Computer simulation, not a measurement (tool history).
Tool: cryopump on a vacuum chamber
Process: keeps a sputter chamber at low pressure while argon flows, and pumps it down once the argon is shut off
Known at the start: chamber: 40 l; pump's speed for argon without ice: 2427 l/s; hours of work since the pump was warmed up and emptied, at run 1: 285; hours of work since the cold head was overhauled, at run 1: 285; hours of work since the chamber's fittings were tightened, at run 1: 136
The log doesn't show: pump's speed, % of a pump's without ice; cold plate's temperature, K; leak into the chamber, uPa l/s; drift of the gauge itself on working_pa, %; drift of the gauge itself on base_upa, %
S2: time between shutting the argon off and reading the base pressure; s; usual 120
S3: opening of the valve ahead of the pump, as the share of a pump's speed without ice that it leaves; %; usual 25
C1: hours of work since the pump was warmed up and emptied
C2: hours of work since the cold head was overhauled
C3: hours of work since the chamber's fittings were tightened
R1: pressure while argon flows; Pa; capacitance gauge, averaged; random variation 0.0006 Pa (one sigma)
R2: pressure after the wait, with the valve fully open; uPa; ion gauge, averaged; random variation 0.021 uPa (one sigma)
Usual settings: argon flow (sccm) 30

run 1 hour=0.0 | argon_flow_(sccm)=30 S2=120 S3=25 | C1=285 C2=285 C3=136 | R1=0.0861 R2=0.59
run 2 hour=22.2 | argon_flow_(sccm)=30 S2=28 S3=25 | C1=300 C2=300 C3=152 | R1=0.0862 R2=1.87
run 3 hour=34.4 | argon_flow_(sccm)=30 S2=120 S3=25 | C1=308 C2=308 C3=160 | R1=0.0868 R2=0.58
run 4 hour=44.8 | argon_flow_(sccm)=30 S2=120 S3=25 | C1=315 C2=315 C3=167 | R1=0.0868 R2=0.57
run 5 hour=59.2 | argon_flow_(sccm)=30 S2=120 S3=25 | C1=325 C2=325 C3=177 | R1=0.0870 R2=0.59
run 6 hour=82.7 | argon_flow_(sccm)=14 S2=120 S3=25 | C1=341 C2=341 C3=193 | R1=0.0395 R2=0.59
-- hour=92.0 pump warmed up, emptied and cooled again
run 7 hour=99.7 | argon_flow_(sccm)=30 S2=93 S3=25 | C1=5 C2=350 C3=201 | R1=0.0834 R2=0.66
run 8 hour=123.6 | argon_flow_(sccm)=30 S2=93 S3=25 | C1=22 C2=366 C3=218 | R1=0.0836 R2=0.66
run 9 hour=136.3 | argon_flow_(sccm)=30 S2=93 S3=25 | C1=30 C2=375 C3=226 | R1=0.0835 R2=0.71
run 10 hour=147.8 | argon_flow_(sccm)=30 S2=93 S3=25 | C1=38 C2=383 C3=234 | R1=0.0846 R2=0.69
run 11 hour=165.6 | argon_flow_(sccm)=30 S2=93 S3=25 | C1=50 C2=395 C3=246 | R1=0.0844 R2=0.68
run 12 hour=188.0 | argon_flow_(sccm)=27 S2=120 S3=25 | C1=66 C2=410 C3=262 | R1=0.0761 R2=0.56
run 13 hour=209.7 | argon_flow_(sccm)=30 S2=120 S3=30 | C1=81 C2=425 C3=277 | R1=0.0704 R2=0.57
run 14 hour=230.0 | argon_flow_(sccm)=30 S2=120 S3=25 | C1=95 C2=439 C3=291 | R1=0.0834 R2=0.60
run 15 hour=253.6 | argon_flow_(sccm)=30 S2=120 S3=19 | C1=111 C2=455 C3=307 | R1=0.1109 R2=0.56
run 16 hour=268.5 | argon_flow_(sccm)=30 S2=120 S3=19 | C1=121 C2=465 C3=317 | R1=0.1116 R2=0.59
run 17 hour=278.5 | argon_flow_(sccm)=30 S2=120 S3=25 | C1=128 C2=472 C3=324 | R1=0.0840 R2=0.65
run 18 hour=297.2 | argon_flow_(sccm)=12 S2=141 S3=25 | C1=141 C2=485 C3=337 | R1=0.0338 R2=0.52
run 19 hour=313.4 | argon_flow_(sccm)=30 S2=47 S3=47 | C1=152 C2=496 C3=348 | R1=0.0461 R2=1.18
run 20 hour=336.6 | argon_flow_(sccm)=15 S2=176 S3=18 | C1=168 C2=512 C3=364 | R1=0.0586 R2=0.47
run 21 hour=351.4 | argon_flow_(sccm)=60 S2=120 S3=25 | C1=178 C2=522 C3=374 | R1=0.1707 R2=0.57
run 22 hour=372.5 | argon_flow_(sccm)=60 S2=120 S3=25 | C1=192 C2=537 C3=388 | R1=0.1702 R2=0.63
run 23 hour=392.6 | argon_flow_(sccm)=12 S2=120 S3=25 | C1=206 C2=550 C3=402 | R1=0.0343 R2=0.63
run 24 hour=411.9 | argon_flow_(sccm)=30 S2=86 S3=25 | C1=219 C2=564 C3=415 | R1=0.0867 R2=0.76
run 25 hour=424.7 | argon_flow_(sccm)=30 S2=139 S3=57 | C1=228 C2=572 C3=424 | R1=0.0389 R2=0.55
run 26 hour=443.1 | argon_flow_(sccm)=51 S2=25 S3=57 | C1=241 C2=585 C3=437 | R1=0.0665 R2=2.12
run 27 hour=458.2 | argon_flow_(sccm)=48 S2=22 S3=19 | C1=251 C2=595 C3=447 | R1=0.1808 R2=2.39
run 28 hour=476.5 | argon_flow_(sccm)=25 S2=120 S3=25 | C1=264 C2=608 C3=459 | R1=0.0726 R2=0.60
run 29 hour=500.9 | argon_flow_(sccm)=25 S2=120 S3=25 | C1=280 C2=625 C3=476 | R1=0.0727 R2=0.65
run 30 hour=520.1 | argon_flow_(sccm)=26 S2=120 S3=15 | C1=293 C2=638 C3=489 | R1=0.1241 R2=0.67
run 31 hour=542.3 | argon_flow_(sccm)=41 S2=120 S3=41 | C1=309 C2=653 C3=505 | R1=0.0730 R2=0.62
run 32 hour=564.2 | argon_flow_(sccm)=19 S2=107 S3=46 | C1=324 C2=668 C3=520 | R1=0.0315 R2=0.68
run 33 hour=577.6 | argon_flow_(sccm)=19 S2=107 S3=46 | C1=333 C2=677 C3=529 | R1=0.0309 R2=0.70

Forecast each of these 4 alternatives for the next run:
-- hour=599.6 pump warmed up, emptied and cooled again
run A hour=604.0 | argon_flow_(sccm)=30 S2=244 S3=25 | C1=3 C2=692 C3=543 | R1=? R2=?
-- hour=599.6 pump warmed up, emptied and cooled again
run B hour=604.0 | argon_flow_(sccm)=13 S2=107 S3=46 | C1=3 C2=692 C3=543 | R1=? R2=?
-- hour=599.6 pump warmed up, emptied and cooled again
run C hour=604.0 | argon_flow_(sccm)=41 S2=120 S3=25 | C1=3 C2=692 C3=543 | R1=? R2=?
-- hour=599.6 pump warmed up, emptied and cooled again
run D hour=604.0 | argon_flow_(sccm)=19 S2=107 S3=23 | C1=3 C2=692 C3=543 | R1=? R2=?

run=A R1=0.0836 R2=0.42
run=B R1=0.0201 R2=0.66
run=C R1=0.1135 R2=0.62
run=D R1=0.0583 R2=0.67
Without the tool's hidden state the same runs would have given:
run=A R1=0.0834 R2=0.32
run=B R1=0.0200 R2=0.56
run=C R1=0.1132 R2=0.52
run=D R1=0.0582 R2=0.57
